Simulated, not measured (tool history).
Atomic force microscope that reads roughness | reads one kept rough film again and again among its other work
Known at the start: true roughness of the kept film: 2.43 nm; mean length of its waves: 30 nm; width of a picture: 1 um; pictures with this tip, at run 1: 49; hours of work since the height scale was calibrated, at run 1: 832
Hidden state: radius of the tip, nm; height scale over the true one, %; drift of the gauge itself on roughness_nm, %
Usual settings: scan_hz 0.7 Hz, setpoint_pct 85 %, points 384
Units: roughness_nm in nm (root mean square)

| run | hour | scan_hz | setpoint_pct | points | pictures with this tip | hours of work since the height scale was calibrated | roughness_nm |
|---|---|---|---|---|---|---|---|
| 1 | 0 | 0.7 | 85 | 384 | 49 | 832 | 2.182 |
| 2 | 74.9 | 0.7 | 86 | 384 | 186 | 871 | 1.986 |
|  | 92.1 | new tip fitted |
| 3 | 123.7 | 0.7 | 77 | 384 | 57 | 896 | 2.206 |
| 4 | 191.3 | 0.7 | 77 | 384 | 181 | 932 | 2.03 |
|  | 207.5 | new tip fitted |
| 5 | 248.3 | 0.7 | 65 | 384 | 75 | 961 | 2.193 |
|  | 323 | new tip fitted |
| 6 | 323 | 0.7 | 65 | 384 | 0 | 1000 | 2.316 |
| 7 | 400.9 | 0.7 | 85 | 871 | 142 | 1041 | 2.095 |
|  | 439.3 | new tip fitted |
| 8 | 442.6 | 0.7 | 85 | 485 | 6 | 1062 | 2.271 |
| 9 | 485.2 | 0.7 | 85 | 479 | 84 | 1084 | 2.131 |
|  | 556.6 | new tip fitted |
| 10 | 556.6 | 0.7 | 85 | 479 | 0 | 1121 | 2.276 |
| 11 | 608.6 | 0.7 | 85 | 479 | 95 | 1149 | 2.144 |
| 12 | 670.3 | 0.7 | 71 | 384 | 207 | 1181 | 2.01 |
|  | 677.4 | new tip fitted |
| 13 | 725.8 | 0.7 | 71 | 384 | 88 | 1209 | 2.197 |
|  | 792.3 | new tip fitted |
| 14 | 798.7 | 0.7 | 71 | 384 | 11 | 1247 | 2.318 |
|  | 842.3 | height scale calibrated on a step standard |
| 15 | 845.1 | 1.953 | 67 | 360 | 94 | 1 | 2.09 |
|  | 912.6 | new tip fitted |
| 16 | 912.6 | 0.7 | 71 | 384 | 0 | 36 | 2.269 |
| 17 | 960.2 | 0.7 | 71 | 384 | 87 | 61 | 2.15 |
| 18 | 1021.7 | 0.7 | 71 | 384 | 199 | 93 | 1.984 |
|  | 1027.9 | new tip fitted |
| 19 | 1099.4 | 0.7 | 85 | 979 | 131 | 134 | 2.069 |
|  | 1147.4 | new tip fitted |
| 20 | 1156.5 | 0.879 | 87 | 384 | 17 | 163 | 2.205 |
| 21 | 1213.5 | 1.322 | 83 | 471 | 121 | 193 | 2.045 |
| 22 | 1259.6 | 1.322 | 83 | 471 | 205 | 217 | 1.945 |
|  | 1264.8 | new tip fitted |
| 23 | 1322.9 | 0.779 | 85 | 527 | 106 | 250 | 2.093 |
|  | 1379.9 | new tip fitted |
| 24 | 1387.3 | 1.815 | 79 | 384 | 14 | 283 | 2.185 |
| 25 | 1430 | 1.815 | 79 | 384 | 91 | 306 | 2.064 |

Forecast each of these 3 alternatives for the next run:
|  | 1498.6 | new tip fitted |
| A | 1508.9 | 2.158 | 62 | 408 | 18 | 347 | ? |
|  | 1498.6 | new tip fitted |
| B | 1508.9 | 1.815 | 76 | 384 | 18 | 347 | ? |
|  | 1498.6 | new tip fitted |
| C | 1508.9 | 1.105 | 65 | 502 | 18 | 347 | ? |

| run | roughness_nm |
|---|---|
| A | 2.243 |
| B | 2.183 |
| C | 2.253 |
Without the tool's hidden state the same runs would have given:
| run | roughness_nm |
|---|---|
| A | 2.257 |
| B | 2.197 |
| C | 2.267 |
